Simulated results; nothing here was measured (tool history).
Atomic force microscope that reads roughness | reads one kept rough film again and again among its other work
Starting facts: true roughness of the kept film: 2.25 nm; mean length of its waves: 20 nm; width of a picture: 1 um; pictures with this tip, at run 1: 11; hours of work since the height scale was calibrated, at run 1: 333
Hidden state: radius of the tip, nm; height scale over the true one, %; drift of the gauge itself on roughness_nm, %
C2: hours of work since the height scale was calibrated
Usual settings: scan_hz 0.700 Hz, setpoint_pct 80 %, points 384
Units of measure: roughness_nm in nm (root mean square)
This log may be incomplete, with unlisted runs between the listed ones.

run 1 hour=0.0 | scan_hz=0.700 setpoint_pct=80 points=384 | pictures_with_this_tip=11 C2=333 | roughness_nm=1.788
run 2 hour=7.0 | scan_hz=0.700 setpoint_pct=80 points=384 | pictures_with_this_tip=22 C2=338 | roughness_nm=1.740
run 3 hour=16.1 | scan_hz=0.700 setpoint_pct=80 points=384 | pictures_with_this_tip=37 C2=345 | roughness_nm=1.715
run 4 hour=25.8 | scan_hz=0.700 setpoint_pct=80 points=384 | pictures_with_this_tip=53 C2=352 | roughness_nm=1.687
run 5 hour=39.7 | scan_hz=0.700 setpoint_pct=80 points=384 | pictures_with_this_tip=75 C2=362 | roughness_nm=1.668
run 6 hour=48.7 | scan_hz=0.700 setpoint_pct=80 points=384 | pictures_with_this_tip=90 C2=369 | roughness_nm=1.619
run 7 hour=60.0 | scan_hz=0.700 setpoint_pct=57 points=384 | pictures_with_this_tip=108 C2=377 | roughness_nm=1.661
run 8 hour=75.8 | scan_hz=0.700 setpoint_pct=57 points=384 | pictures_with_this_tip=133 C2=388 | roughness_nm=1.612
run 9 hour=84.3 | scan_hz=0.700 setpoint_pct=57 points=384 | pictures_with_this_tip=147 C2=394 | roughness_nm=1.605
run 10 hour=98.6 | scan_hz=0.700 setpoint_pct=57 points=495 | pictures_with_this_tip=170 C2=405 | roughness_nm=1.588
run 11 hour=107.9 | scan_hz=0.700 setpoint_pct=80 points=387 | pictures_with_this_tip=185 C2=412 | roughness_nm=1.481
run 12 hour=123.3 | scan_hz=0.515 setpoint_pct=80 points=384 | pictures_with_this_tip=210 C2=423 | roughness_nm=1.469
-- hour=125.2 new tip fitted
run 13 hour=138.1 | scan_hz=0.515 setpoint_pct=80 points=384 | pictures_with_this_tip=20 C2=433 | roughness_nm=1.794
run 14 hour=145.4 | scan_hz=2.639 setpoint_pct=80 points=384 | pictures_with_this_tip=32 C2=439 | roughness_nm=1.522
run 15 hour=160.1 | scan_hz=2.639 setpoint_pct=80 points=384 | pictures_with_this_tip=56 C2=449 | roughness_nm=1.486
run 16 hour=174.8 | scan_hz=2.639 setpoint_pct=80 points=384 | pictures_with_this_tip=80 C2=460 | roughness_nm=1.451
run 17 hour=186.9 | scan_hz=0.993 setpoint_pct=80 points=384 | pictures_with_this_tip=99 C2=469 | roughness_nm=1.581
run 18 hour=197.6 | scan_hz=0.993 setpoint_pct=80 points=384 | pictures_with_this_tip=117 C2=476 | roughness_nm=1.557
run 19 hour=212.9 | scan_hz=0.700 setpoint_pct=80 points=331 | pictures_with_this_tip=141 C2=487 | roughness_nm=1.556
run 20 hour=226.3 | scan_hz=0.700 setpoint_pct=85 points=384 | pictures_with_this_tip=163 C2=497 | roughness_nm=1.496
run 21 hour=234.8 | scan_hz=0.700 setpoint_pct=80 points=384 | pictures_with_this_tip=177 C2=503 | roughness_nm=1.503
run 22 hour=250.1 | scan_hz=0.700 setpoint_pct=80 points=384 | pictures_with_this_tip=201 C2=514 | roughness_nm=1.486
-- hour=256.9 new tip fitted
run 23 hour=259.7 | scan_hz=0.700 setpoint_pct=80 points=384 | pictures_with_this_tip=4 C2=521 | roughness_nm=1.803
run 24 hour=266.5 | scan_hz=1.184 setpoint_pct=79 points=288 | pictures_with_this_tip=15 C2=526 | roughness_nm=1.716
run 25 hour=275.6 | scan_hz=2.436 setpoint_pct=80 points=770 | pictures_with_this_tip=30 C2=533 | roughness_nm=1.591
run 26 hour=282.1 | scan_hz=1.658 setpoint_pct=80 points=770 | pictures_with_this_tip=40 C2=537 | roughness_nm=1.643
run 27 hour=290.0 | scan_hz=0.690 setpoint_pct=68 points=419 | pictures_with_this_tip=53 C2=543 | roughness_nm=1.763
run 28 hour=301.3 | scan_hz=0.690 setpoint_pct=68 points=419 | pictures_with_this_tip=71 C2=551 | roughness_nm=1.730
run 29 hour=308.3 | scan_hz=1.968 setpoint_pct=59 points=1019 | pictures_with_this_tip=83 C2=556 | roughness_nm=1.696
run 30 hour=316.2 | scan_hz=1.968 setpoint_pct=59 points=1019 | pictures_with_this_tip=95 C2=562 | roughness_nm=1.676
run 31 hour=325.7 | scan_hz=0.932 setpoint_pct=80 points=745 | pictures_with_this_tip=111 C2=569 | roughness_nm=1.601
run 32 hour=333.0 | scan_hz=0.624 setpoint_pct=80 points=384 | pictures_with_this_tip=123 C2=574 | roughness_nm=1.606
run 33 hour=346.1 | scan_hz=0.624 setpoint_pct=87 points=741 | pictures_with_this_tip=144 C2=584 | roughness_nm=1.565
run 34 hour=357.3 | scan_hz=0.503 setpoint_pct=80 points=384 | pictures_with_this_tip=162 C2=592 | roughness_nm=1.560
run 35 hour=372.6 | scan_hz=0.503 setpoint_pct=80 points=384 | pictures_with_this_tip=187 C2=603 | roughness_nm=1.518
-- hour=388.7 new tip fitted
run 36 hour=388.7 | scan_hz=1.486 setpoint_pct=66 points=960 | pictures_with_this_tip=0 C2=614 | roughness_nm=1.828
run 37 hour=399.8 | scan_hz=1.074 setpoint_pct=71 points=904 | pictures_with_this_tip=18 C2=622 | roughness_nm=1.787
run 38 hour=406.3 | scan_hz=1.036 setpoint_pct=64 points=384 | pictures_with_this_tip=28 C2=627 | roughness_nm=1.785
run 39 hour=418.1 | scan_hz=3.435 setpoint_pct=89 points=509 | pictures_with_this_tip=47 C2=636 | roughness_nm=1.288
run 40 hour=426.1 | scan_hz=2.072 setpoint_pct=59 points=301 | pictures_with_this_tip=60 C2=641 | roughness_nm=1.682
run 41 hour=435.8 | scan_hz=2.072 setpoint_pct=59 points=301 | pictures_with_this_tip=76 C2=648 | roughness_nm=1.652
run 42 hour=446.9 | scan_hz=0.615 setpoint_pct=59 points=448 | pictures_with_this_tip=94 C2=656 | roughness_nm=1.688
run 43 hour=457.1 | scan_hz=0.813 setpoint_pct=80 points=456 | pictures_with_this_tip=110 C2=664 | roughness_nm=1.615
run 44 hour=465.2 | scan_hz=0.813 setpoint_pct=80 points=456 | pictures_with_this_tip=123 C2=670 | roughness_nm=1.585
run 45 hour=472.2 | scan_hz=0.813 setpoint_pct=80 points=456 | pictures_with_this_tip=135 C2=675 | roughness_nm=1.556

Below, some changes in roughness_nm between adjacent runs. For each, the amount present without the hidden state too (settings, incoming material, random variation) and the amount remaining for the hidden state with gauge scatter not shared by both compared results:
Run 12 -> 13: new tip fitted. roughness_nm +0.325 nm (root mean square): hidden state +0.317, all else +0.008.
Run 22 -> 23: new tip fitted. roughness_nm +0.317 nm (root mean square): hidden state +0.335, all else -0.018.
Run 35 -> 36: scan_hz 0.503 -> 1.486, setpoint_pct 80 -> 66, points 384 -> 960, new tip fitted. roughness_nm +0.310 nm (root mean square): hidden state +0.303, all else +0.007.
Run 38 -> 39: scan_hz 1.036 -> 3.435, setpoint_pct 64 -> 89, points 384 -> 509. roughness_nm -0.497 nm (root mean square): hidden state -0.006, all else -0.491.
Run 39 -> 40: scan_hz 3.435 -> 2.072, setpoint_pct 89 -> 59, points 509 -> 301. roughness_nm +0.394 nm (root mean square): hidden state -0.048, all else +0.442.
